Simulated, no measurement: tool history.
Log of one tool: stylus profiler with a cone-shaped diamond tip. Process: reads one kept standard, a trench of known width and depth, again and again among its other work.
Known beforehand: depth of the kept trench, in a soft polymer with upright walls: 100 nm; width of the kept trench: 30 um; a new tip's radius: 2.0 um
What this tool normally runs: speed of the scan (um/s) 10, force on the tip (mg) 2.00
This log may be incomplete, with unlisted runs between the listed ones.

| run | hour | speed of the scan (um/s) | force on the tip (mg) | depth of the trench (Å) | width of the trench's floor (µm) |
|---|---|---|---|---|---|
| 1 | 0.0 | 10 | 2.00 | 1010.8 | 27.97 |
| 2 | 75.8 | 10 | 2.00 | 1010.4 | 27.88 |
| 3 | 132.7 | 10 | 0.91 | 1006.2 | 27.84 |
| 4 | 178.9 | 11 | 0.91 | 1006.6 | 27.89 |
| 5 | 219.9 | 11 | 0.91 | 1006.0 | 27.86 |
| 6 | 279.7 | 11 | 0.91 | 1005.9 | 27.83 |
| 7 | 349.4 | 3 | 0.91 | 1005.8 | 27.91 |
| 8 | 422.5 | 10 | 2.00 | 1010.7 | 27.81 |
| 9 | 490.8 | 2 | 0.96 | 1005.9 | 27.88 |
| 10 | 565.6 | 13 | 2.04 | 1009.4 | 27.76 |
| 11 | 623.2 | 39 | 0.81 | 1005.4 | 27.55 |
| 12 | 667.8 | 39 | 0.81 | 1004.8 | 27.56 |
| 13 | 727.2 | 10 | 1.48 | 1007.5 | 27.77 |
| 14 | 785.9 | 10 | 1.48 | 1007.8 | 27.75 |
| 15 | 853.7 | 11 | 0.96 | 1005.4 | 27.75 |
| 16 | 890.4 | 11 | 0.96 | 1005.4 | 27.71 |

3 ways to go on from here, each from the tool as it stands after run 16. What would each give?
|  | 906.4 | new tip fitted, height scale calibrated |
| A | 977.9 | 33 | 1.08 | ? | ? |
|  | 906.4 | new tip fitted, height scale calibrated |
| B | 977.9 | 24 | 3.88 | ? | ? |
|  | 906.4 | new tip fitted, height scale calibrated |
| C | 977.9 | 8 | 0.91 | ? | ? |

| run | depth of the trench (Å) | width of the trench's floor (µm) |
|---|---|---|
| A | 1006.5 | 28.51 |
| B | 1016.0 | 28.61 |
| C | 1006.3 | 28.65 |
With no hidden state in the tool, these same runs would have given:
| run | depth of the trench (Å) | width of the trench's floor (µm) |
|---|---|---|
| A | 1006.8 | 28.53 |
| B | 1016.4 | 28.64 |
| C | 1006.6 | 28.68 |

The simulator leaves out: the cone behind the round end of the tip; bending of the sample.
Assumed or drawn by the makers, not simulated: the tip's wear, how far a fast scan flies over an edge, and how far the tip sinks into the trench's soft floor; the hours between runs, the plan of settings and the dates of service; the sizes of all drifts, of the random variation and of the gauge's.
